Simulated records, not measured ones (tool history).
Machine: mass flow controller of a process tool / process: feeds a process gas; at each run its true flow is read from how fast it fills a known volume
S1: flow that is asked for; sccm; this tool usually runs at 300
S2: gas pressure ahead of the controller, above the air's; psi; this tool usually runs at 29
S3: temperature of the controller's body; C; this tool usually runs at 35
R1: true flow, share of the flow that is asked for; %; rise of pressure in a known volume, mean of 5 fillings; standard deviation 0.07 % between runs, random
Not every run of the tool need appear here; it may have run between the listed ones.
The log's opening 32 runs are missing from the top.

{"run": 33, "day": 256.562, "S1": 99, "S2": 33.1, "S3": 35, "R1": 98.49}
{"run": 34, "day": 264.604, "S1": 99, "S2": 33.1, "S3": 21, "R1": 99.48}
{"run": 35, "day": 275.008, "S1": 300, "S2": 29, "S3": 29, "R1": 99.16}
{"run": 36, "day": 283.242, "S1": 99, "S2": 33.5, "S3": 31, "R1": 98.82}
{"run": 37, "day": 288.554, "S1": 99, "S2": 33.5, "S3": 31, "R1": 98.8}
{"run": 38, "day": 294.529, "S1": 142, "S2": 29, "S3": 39, "R1": 98.47}
{"run": 39, "day": 302.825, "S1": 300, "S2": 38.3, "S3": 35, "R1": 98.38}
{"run": 40, "day": 313.542, "S1": 490, "S2": 29, "S3": 35, "R1": 98.85}

3 ways to go on from here, each from the tool as it stands after run 40. What would each give?
{"run": "A", "day": 324.579, "S1": 130, "S2": 29, "S3": 26, "R1": "?"}
{"run": "B", "day": 324.579, "S1": 490, "S2": 29, "S3": 25, "R1": "?"}
{"run": "C", "day": 324.579, "S1": 69, "S2": 31.5, "S3": 35, "R1": "?"}

run=A R1=99.18
run=B R1=99.36
run=C R1=99.05
Take away the tool's hidden state, keep each run's random variation, and the runs would have read:
run=A R1=99.28
run=B R1=99.97
run=C R1=98.54

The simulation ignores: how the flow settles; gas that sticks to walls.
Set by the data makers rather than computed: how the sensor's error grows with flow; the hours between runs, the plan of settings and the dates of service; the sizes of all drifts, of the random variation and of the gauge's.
